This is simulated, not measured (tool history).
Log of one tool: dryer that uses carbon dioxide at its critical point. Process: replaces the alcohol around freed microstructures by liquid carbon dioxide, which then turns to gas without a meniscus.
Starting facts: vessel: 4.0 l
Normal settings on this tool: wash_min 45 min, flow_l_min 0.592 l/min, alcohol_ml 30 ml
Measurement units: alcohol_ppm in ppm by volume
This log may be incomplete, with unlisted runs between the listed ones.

run 1 day=0.000 | wash_min=45 flow_l_min=0.592 alcohol_ml=30 | alcohol_ppm=95
run 2 day=1.783 | wash_min=67 flow_l_min=0.592 alcohol_ml=30 | alcohol_ppm=62
run 3 day=2.812 | wash_min=67 flow_l_min=0.592 alcohol_ml=30 | alcohol_ppm=57
run 4 day=3.783 | wash_min=67 flow_l_min=0.394 alcohol_ml=30 | alcohol_ppm=108
run 5 day=5.400 | wash_min=67 flow_l_min=0.394 alcohol_ml=30 | alcohol_ppm=104
run 6 day=6.942 | wash_min=45 flow_l_min=0.592 alcohol_ml=30 | alcohol_ppm=96
run 7 day=8.912 | wash_min=45 flow_l_min=0.592 alcohol_ml=30 | alcohol_ppm=116
run 8 day=10.362 | wash_min=45 flow_l_min=0.592 alcohol_ml=30 | alcohol_ppm=110
run 9 day=11.638 | wash_min=45 flow_l_min=0.837 alcohol_ml=30 | alcohol_ppm=65
run 10 day=13.417 | wash_min=45 flow_l_min=0.837 alcohol_ml=30 | alcohol_ppm=68
run 11 day=14.446 | wash_min=45 flow_l_min=0.592 alcohol_ml=28 | alcohol_ppm=117
run 12 day=15.917 | wash_min=45 flow_l_min=0.592 alcohol_ml=35 | alcohol_ppm=126
run 13 day=18.042 | wash_min=45 flow_l_min=0.592 alcohol_ml=35 | alcohol_ppm=132
run 14 day=19.317 | wash_min=45 flow_l_min=0.494 alcohol_ml=30 | alcohol_ppm=188
-- day=20.888 inlet filter changed
run 15 day=20.971 | wash_min=60 flow_l_min=0.592 alcohol_ml=30 | alcohol_ppm=68
run 16 day=21.992 | wash_min=60 flow_l_min=0.592 alcohol_ml=30 | alcohol_ppm=69
run 17 day=23.888 | wash_min=60 flow_l_min=0.592 alcohol_ml=30 | alcohol_ppm=67
run 18 day=24.917 | wash_min=45 flow_l_min=0.592 alcohol_ml=30 | alcohol_ppm=105
run 19 day=25.867 | wash_min=45 flow_l_min=0.592 alcohol_ml=30 | alcohol_ppm=109
run 20 day=27.092 | wash_min=45 flow_l_min=0.501 alcohol_ml=30 | alcohol_ppm=177
run 21 day=29.304 | wash_min=45 flow_l_min=0.501 alcohol_ml=30 | alcohol_ppm=161
run 22 day=30.254 | wash_min=45 flow_l_min=0.592 alcohol_ml=30 | alcohol_ppm=112
run 23 day=31.304 | wash_min=45 flow_l_min=0.521 alcohol_ml=30 | alcohol_ppm=168
run 24 day=33.142 | wash_min=54 flow_l_min=0.968 alcohol_ml=98 | alcohol_ppm=77
run 25 day=34.458 | wash_min=54 flow_l_min=0.968 alcohol_ml=98 | alcohol_ppm=67
run 26 day=35.442 | wash_min=54 flow_l_min=0.968 alcohol_ml=98 | alcohol_ppm=75
run 27 day=37.096 | wash_min=36 flow_l_min=0.707 alcohol_ml=55 | alcohol_ppm=186
run 28 day=38.612 | wash_min=36 flow_l_min=0.707 alcohol_ml=55 | alcohol_ppm=188
run 29 day=40.100 | wash_min=31 flow_l_min=0.940 alcohol_ml=30 | alcohol_ppm=112
run 30 day=41.946 | wash_min=50 flow_l_min=0.592 alcohol_ml=59 | alcohol_ppm=130
run 31 day=44.038 | wash_min=35 flow_l_min=0.591 alcohol_ml=36 | alcohol_ppm=276
run 32 day=45.112 | wash_min=35 flow_l_min=0.591 alcohol_ml=36 | alcohol_ppm=271
run 33 day=46.267 | wash_min=45 flow_l_min=0.533 alcohol_ml=84 | alcohol_ppm=342
run 34 day=47.496 | wash_min=34 flow_l_min=0.533 alcohol_ml=99 | alcohol_ppm=972
run 35 day=49.579 | wash_min=34 flow_l_min=0.533 alcohol_ml=99 | alcohol_ppm=992
run 36 day=50.562 | wash_min=34 flow_l_min=0.533 alcohol_ml=99 | alcohol_ppm=987
-- day=51.417 inlet filter changed
run 37 day=52.612 | wash_min=30 flow_l_min=0.625 alcohol_ml=23 | alcohol_ppm=225
run 38 day=54.321 | wash_min=30 flow_l_min=0.625 alcohol_ml=23 | alcohol_ppm=227
-- day=55.342 purifier's bed changed
run 39 day=56.008 | wash_min=36 flow_l_min=0.584 alcohol_ml=24 | alcohol_ppm=117
run 40 day=57.908 | wash_min=36 flow_l_min=0.584 alcohol_ml=24 | alcohol_ppm=113
run 41 day=59.912 | wash_min=30 flow_l_min=0.584 alcohol_ml=22 | alcohol_ppm=197
run 42 day=61.408 | wash_min=30 flow_l_min=0.584 alcohol_ml=22 | alcohol_ppm=205
run 43 day=62.929 | wash_min=38 flow_l_min=0.412 alcohol_ml=34 | alcohol_ppm=432
run 44 day=64.350 | wash_min=68 flow_l_min=0.438 alcohol_ml=86 | alcohol_ppm=86
run 45 day=65.275 | wash_min=45 flow_l_min=0.475 alcohol_ml=110 | alcohol_ppm=492
run 46 day=66.546 | wash_min=62 flow_l_min=0.573 alcohol_ml=24 | alcohol_ppm=20

Consider 4 possible next runs. They are alternatives, not a sequence: every one starts from the tool as it was left by run 46. What does each give?
run A day=67.929 | wash_min=66 flow_l_min=0.592 alcohol_ml=30 | alcohol_ppm=?
run B day=67.929 | wash_min=64 flow_l_min=0.947 alcohol_ml=69 | alcohol_ppm=?
run C day=67.929 | wash_min=46 flow_l_min=0.857 alcohol_ml=30 | alcohol_ppm=?
run D day=67.929 | wash_min=54 flow_l_min=1.001 alcohol_ml=24 | alcohol_ppm=?

run=A alcohol_ppm=16
run=B alcohol_ppm=10
run=C alcohol_ppm=14
run=D alcohol_ppm=19
With the hidden condition removed and each run's random variation left untouched, the same runs would have given:
run=A alcohol_ppm=7
run=B alcohol_ppm=2
run=C alcohol_ppm=5
run=D alcohol_ppm=10

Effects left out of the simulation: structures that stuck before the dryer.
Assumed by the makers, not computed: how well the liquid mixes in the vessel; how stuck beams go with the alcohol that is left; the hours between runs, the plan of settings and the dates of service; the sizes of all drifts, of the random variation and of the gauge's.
